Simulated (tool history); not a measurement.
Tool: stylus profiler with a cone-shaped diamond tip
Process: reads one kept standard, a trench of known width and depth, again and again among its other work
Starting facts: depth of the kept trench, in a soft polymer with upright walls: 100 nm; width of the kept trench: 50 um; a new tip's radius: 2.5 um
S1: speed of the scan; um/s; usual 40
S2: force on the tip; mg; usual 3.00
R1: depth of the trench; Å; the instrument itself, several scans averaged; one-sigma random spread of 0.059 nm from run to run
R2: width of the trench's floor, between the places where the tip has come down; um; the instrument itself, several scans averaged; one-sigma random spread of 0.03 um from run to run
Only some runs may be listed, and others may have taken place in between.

run   hour   S1    S2      R1     R2
  1    0.0   40  3.00  1011.4  48.43
  2   42.6   40  2.82  1010.0  48.41
  3   80.8   40  3.00  1010.6  48.39
  4  113.3   12  3.00  1011.0  48.45
  5  153.6   12  4.67  1014.3  48.50
  6  183.9   40  6.39  1018.3  48.47
  7  205.0   40  3.00  1009.8  48.36
  8  235.6   44  3.00  1010.3  48.36
  9  276.9   44  3.00  1009.3  48.36
 10  318.0   44  3.00  1009.9  48.37
 11  344.4   44  3.00  1009.9  48.32
 12  369.3   44  3.00  1010.1  48.33
 13  413.6   40  3.94  1011.9  48.39
 14  460.7   40  3.00  1009.5  48.35
 15  499.6   16  6.82  1018.3  48.41
 16  530.6   16  6.82  1017.8  48.39
 17  567.7   74  3.00  1009.9  48.32
 18  595.6   56  4.64  1012.1  48.34
 19  626.1   25  2.36  1008.4  48.34
 20  660.7   13  4.34  1011.6  48.41
 21  692.7  111  3.41  1009.2  48.23
 22  720.7  111  3.41  1010.3  48.17
 23  753.0  111  3.41  1010.5  48.22
 24  789.7   33  2.78  1007.7  48.37
 25  833.3   33  2.78  1008.2  48.31
 26  872.2   43  4.38  1010.9  48.27
 27  898.7   97  1.33  1003.8  48.07

Hidden state or all else? Some run-to-run changes of R1, split into what the settings, what came in and random variation would give without the hidden state, and what is left for the hidden state (with any gauge scatter that isn't in both results):
Unlogged tool condition in this case: radius of the tip, um; height scale over the true one, %; drift of the gauge itself on depth_nm, %; drift of the gauge itself on floor_um, %.
Run 1 -> 2: S2 3.00 -> 2.82. R1 -1.4 Å: hidden state -0.2, all else -1.2.
Run 4 -> 5: S2 3.00 -> 4.67. R1 +3.3 Å: hidden state -0.2, all else +3.5.
Run 6 -> 7: S2 6.39 -> 3.00. R1 -8.5 Å: hidden state +0.0, all else -8.5.
Run 14 -> 15: S1 40 -> 16, S2 3.00 -> 6.82. R1 +8.8 Å: hidden state -0.2, all else +9.0.
